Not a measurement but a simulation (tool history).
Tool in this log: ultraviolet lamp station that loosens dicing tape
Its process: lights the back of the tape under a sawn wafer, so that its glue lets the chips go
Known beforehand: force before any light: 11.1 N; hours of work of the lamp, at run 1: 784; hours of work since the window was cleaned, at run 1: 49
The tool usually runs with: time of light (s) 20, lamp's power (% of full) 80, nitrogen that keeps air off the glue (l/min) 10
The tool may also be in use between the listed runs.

run,hour,time of light (s),lamp's power (% of full),nitrogen that keeps air off the glue (l/min),hours of work of the lamp,hours of work since the window was cleaned,force that peels the tape off (N),light that reached the tape (mJ/cm2)
1,0,20,80,10,784,49,1.601,179
2,21.8,20,80,10,794,59,1.595,183
3,50.7,20,80,10,807,73,1.593,179
4,83.6,20,80,10,822,88,1.596,177
5,108.6,20,80,10,834,99,1.657,177
6,145.3,25,80,10,851,116,1.038,219
7,179.6,20,68,10,866,132,2.251,147
8,216.1,20,68,10,883,148,2.25,144
9,255,31,68,10,901,166,1.03,226
10,292.2,13,80,10,918,183,3.271,110
11,311,13,80,10,926,192,3.307,107
12,338.1,13,80,10,939,204,3.33,107
13,376.4,13,80,10,956,222,3.355,107
14,403.4,13,80,10,969,234,3.368,107
15,447.7,13,80,16,989,254,3.237,104
16,468.1,13,80,16,998,264,3.178,102
17,498.7,13,80,16,1012,278,3.21,106
18,530.1,13,80,16,1027,292,3.306,105
19,554.1,20,80,10,1038,303,1.909,159
20,584.5,20,80,10,1052,317,2.018,155
21,625.8,20,90,10,1071,336,1.67,178
22,663,16,90,10,1088,353,2.349,138
23,705.4,16,88,19,1107,372,2.208,134
24,748.7,39,80,4,1127,392,0.909,297
# hour 757.7: lamp changed
25,778.3,39,80,4,9,405,0.354,435
26,820.5,20,80,5,29,425,1.386,220
27,859,21,80,5,46,442,1.234,229
28,896.7,24,68,10,64,460,1.023,224
29,925.6,10,68,10,77,473,3.948,91
30,946.4,10,68,10,86,482,4.087,92
31,970.3,10,85,10,97,493,3.103,113
32,1000.7,10,85,9,111,507,3.256,115
33,1020.1,27,80,4,120,516,0.916,290
34,1056.3,27,80,4,137,533,0.97,282
35,1079.5,16,79,4,147,543,2.577,167
36,1111.3,11,74,7,162,558,3.681,106
37,1145.4,38,80,12,178,573,0.286,390
38,1187.7,38,80,12,197,593,0.272,390
# hour 1213.6: window cleaned of glue's vapour
39,1232.9,35,64,10,217,9,0.471,323
40,1260.5,35,64,10,230,21,0.475,320
41,1287.8,35,64,10,242,34,0.475,319
42,1324.2,35,64,10,259,51,0.477,316
43,1363.4,38,60,11,277,69,0.449,325

Measured minus without-hidden-state, run by run (identical run-to-run variation in each term; gauge scatter may differ):
Unlogged tool condition in this case: lamp's light, % of a new lamp's; light that the window lets through, % of a clean one's; drift of the gauge itself on peel_n, %; drift of the gauge itself on dose_mj_cm2, %.
run,force that peels the tape off (N),light that reached the tape (mJ/cm2)
1,+0.727,-62
2,+0.733,-64
3,+0.742,-66
4,+0.759,-66
5,+0.794,-68
6,+0.544,-87
7,+1.027,-60
8,+1.043,-61
9,+0.57,-98
10,+1.328,-49
11,+1.354,-50
12,+1.376,-51
13,+1.411,-51
14,+1.429,-52
15,+1.473,-53
16,+1.46,-54
17,+1.49,-54
18,+1.551,-55
19,+1.089,-85
20,+1.156,-87
21,+1.016,-101
22,+1.319,-82
23,+1.299,-82
24,+0.592,-185
25,+0.056,-40
26,+0.236,-22
27,+0.232,-25
28,+0.215,-26
29,+0.46,-12
30,+0.493,-12
31,+0.472,-15
32,+0.507,-16
33,+0.237,-42
34,+0.268,-45
35,+0.525,-26
36,+0.606,-18
37,+0.057,-69
38,+0.061,-73
39,+0.062,-22
40,+0.066,-23
41,+0.072,-25
42,+0.08,-28
43,+0.08,-31

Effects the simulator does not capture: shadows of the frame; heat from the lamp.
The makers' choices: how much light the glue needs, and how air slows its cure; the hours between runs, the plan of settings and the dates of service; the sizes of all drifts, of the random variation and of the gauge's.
